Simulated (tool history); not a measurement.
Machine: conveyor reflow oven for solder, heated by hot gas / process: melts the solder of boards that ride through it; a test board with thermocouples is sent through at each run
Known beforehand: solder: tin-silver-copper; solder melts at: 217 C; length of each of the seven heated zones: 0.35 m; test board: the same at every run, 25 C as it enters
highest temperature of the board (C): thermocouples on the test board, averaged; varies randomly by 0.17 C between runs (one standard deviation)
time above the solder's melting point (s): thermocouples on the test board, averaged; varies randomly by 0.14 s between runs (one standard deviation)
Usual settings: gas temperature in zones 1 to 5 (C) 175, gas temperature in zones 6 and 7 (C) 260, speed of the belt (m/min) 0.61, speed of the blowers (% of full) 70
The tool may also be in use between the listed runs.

| run | day | gas temperature in zones 1 to 5 (C) | gas temperature in zones 6 and 7 (C) | speed of the belt (m/min) | speed of the blowers (% of full) | highest temperature of the board (C) | time above the solder's melting point (s) |
|---|---|---|---|---|---|---|---|
| 1 | 0 | 175 | 260 | 0.61 | 70 | 244.7 | 47.3 |
| 2 | 1.171 | 162 | 260 | 0.61 | 70 | 242.5 | 41.2 |
| 3 | 2.35 | 175 | 260 | 0.589 | 70 | 245.4 | 50 |
| 4 | 3.7 | 175 | 260 | 0.61 | 70 | 244.4 | 46.8 |
| 5 | 5.454 | 175 | 260 | 0.61 | 70 | 244.1 | 46.8 |
| 6 | 6.55 | 175 | 260 | 0.61 | 70 | 244.1 | 46.9 |
| 7 | 7.55 | 175 | 260 | 0.61 | 70 | 243.9 | 46.7 |

The next listed run, before its measurement:
| 8 | 8.75 | 175 | 255 | 0.693 | 70 | ? | ? |

{"run 8": {"highest temperature of the board (C)": 235.9, "time above the solder's melting point (s)": 33.1}}
Minus the tool's unlogged condition, the same run would have read highest temperature of the board (C) 238.2, time above the solder's melting point (s) 35.1.
